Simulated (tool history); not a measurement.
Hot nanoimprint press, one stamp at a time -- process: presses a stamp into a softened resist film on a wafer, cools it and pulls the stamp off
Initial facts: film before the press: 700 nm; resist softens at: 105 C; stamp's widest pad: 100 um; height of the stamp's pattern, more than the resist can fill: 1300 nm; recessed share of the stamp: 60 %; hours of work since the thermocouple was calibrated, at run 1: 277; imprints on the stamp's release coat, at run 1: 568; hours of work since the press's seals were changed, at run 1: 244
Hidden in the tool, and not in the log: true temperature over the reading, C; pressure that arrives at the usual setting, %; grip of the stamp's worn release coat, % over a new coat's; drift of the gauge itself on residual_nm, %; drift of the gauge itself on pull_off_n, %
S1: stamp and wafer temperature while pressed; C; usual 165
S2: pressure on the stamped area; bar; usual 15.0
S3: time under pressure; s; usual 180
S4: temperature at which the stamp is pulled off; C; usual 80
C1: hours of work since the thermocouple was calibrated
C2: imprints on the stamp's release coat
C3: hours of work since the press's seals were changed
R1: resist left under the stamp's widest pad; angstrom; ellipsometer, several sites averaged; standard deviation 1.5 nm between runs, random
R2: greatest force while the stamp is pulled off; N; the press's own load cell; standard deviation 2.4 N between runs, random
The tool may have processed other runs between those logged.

run   hour   S1    S2   S3  S4   C1    C2   C3    R1   R2
  1    0.0  165  15.0  180  80  277   568  244  4049  108
  2   18.3  165  15.0  180  80  285   617  252  4038  110
  3   31.2  165  15.0  180  80  290   652  258  4013  109
  4   38.9  165  14.0  180  80  293   672  261  4187  112
  5   51.5  165  14.0  180  80  299   706  266  4181  109
  6   62.2  165  14.0  180  80  303   734  271  4212  113
  7   79.3  165  14.0  180  80  311   780  278  4173  107
  8   91.6  165  15.0  180  80  316   813  283  4091  110
  9  102.6  165  15.0  180  80  320   842  288  4059  110
 10  110.8  165  15.0  180  80  324   864  292  4071  109
 11  124.4  165  15.0  180  80  330   900  297  4087  110
     141.7  -- plate thermocouple calibrated
 12  144.7  165  15.0  180  80    1   947  305  4083  115
 13  159.8  165  16.2  180  80    8   987  311  4002  107
 14  175.8  165  16.2  180  80   14  1030  318  3981  107
 15  187.4  165  15.0  180  80   19  1061  323  4122  111

For run 16, what comes out?
 16  205.6  154  15.0  180  75  27  1109  331   ?   ?

Run 16 came out at R1 6196 angstrom, R2 115 N.
Minus the tool's unlogged condition, the same run would have read R1 6084 angstrom, R2 114 N.
